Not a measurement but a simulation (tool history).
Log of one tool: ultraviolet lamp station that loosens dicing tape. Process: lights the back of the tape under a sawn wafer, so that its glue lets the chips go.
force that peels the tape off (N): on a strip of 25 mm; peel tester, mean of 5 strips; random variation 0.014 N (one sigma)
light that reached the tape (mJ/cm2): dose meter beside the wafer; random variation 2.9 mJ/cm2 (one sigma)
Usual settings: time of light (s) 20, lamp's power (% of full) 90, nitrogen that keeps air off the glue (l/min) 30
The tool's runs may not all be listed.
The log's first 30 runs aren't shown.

run    hour  time of light (s)  lamp's power (% of full)  nitrogen that keeps air off the glue (l/min)  hours of work of the lamp  hours of work since the window was cleaned  force that peels the tape off (N)  light that reached the tape (mJ/cm2)
 31   878.8                 14                        71                                            26                        674                                         147                              1.946                                   230
 32   920.4                 15                        75                                            12                        698                                         171                              2.453                                   258
 33   956.4                 15                        75                                            12                        718                                         191                              2.427                                   261
 34   986.8                 30                        75                                            47                        736                                         209                              0.308                                   522
 35  1021.4                 20                        84                                            34                        755                                         228                              0.745                                   384
 36  1048.9                 20                        84                                            34                        771                                         244                               0.72                                   384
 37    1068                 20                        99                                            34                        782                                         255                              0.499                                   453
 38  1112.3                 20                        99                                            34                        807                                         280                              0.504                                   454
 39  1154.1                 26                        90                                            48                        831                                         304                              0.282                                   542
 40  1174.4                 18                        81                                            30                        842                                         315                              1.023                                   338
 41  1201.7                 18                        81                                            30                        858                                         331                              1.063                                   336
     1225.2  -- lamp changed
 42    1244                 12                        67                                             9                         11                                         354                              3.561                                   186
 43  1274.1                 12                        67                                             9                         28                                         371                              3.472                                   188

4 ways to go on from here, each from the tool as it stands after run 43. What would each give?
  A  1293.1                 27                        67                                            19                         39                                         382                                  ?                                     ?
  B  1293.1                 23                        90                                            30                         39                                         382                                  ?                                     ?
  C  1293.1                 31                        74                                            30                         39                                         382                                  ?                                     ?
  D  1293.1                 28                        86                                            53                         39                                         382                                  ?                                     ?

run  force that peels the tape off (N)  light that reached the tape (mJ/cm2)
  A                              0.979                                   420
  B                              0.519                                   479
  C                              0.393                                   535
  D                              0.247                                   559
Without the tool's hidden state the same runs would have given:
run  force that peels the tape off (N)  light that reached the tape (mJ/cm2)
  A                              0.977                                   421
  B                              0.518                                   480
  C                              0.392                                   535
  D                              0.246                                   560
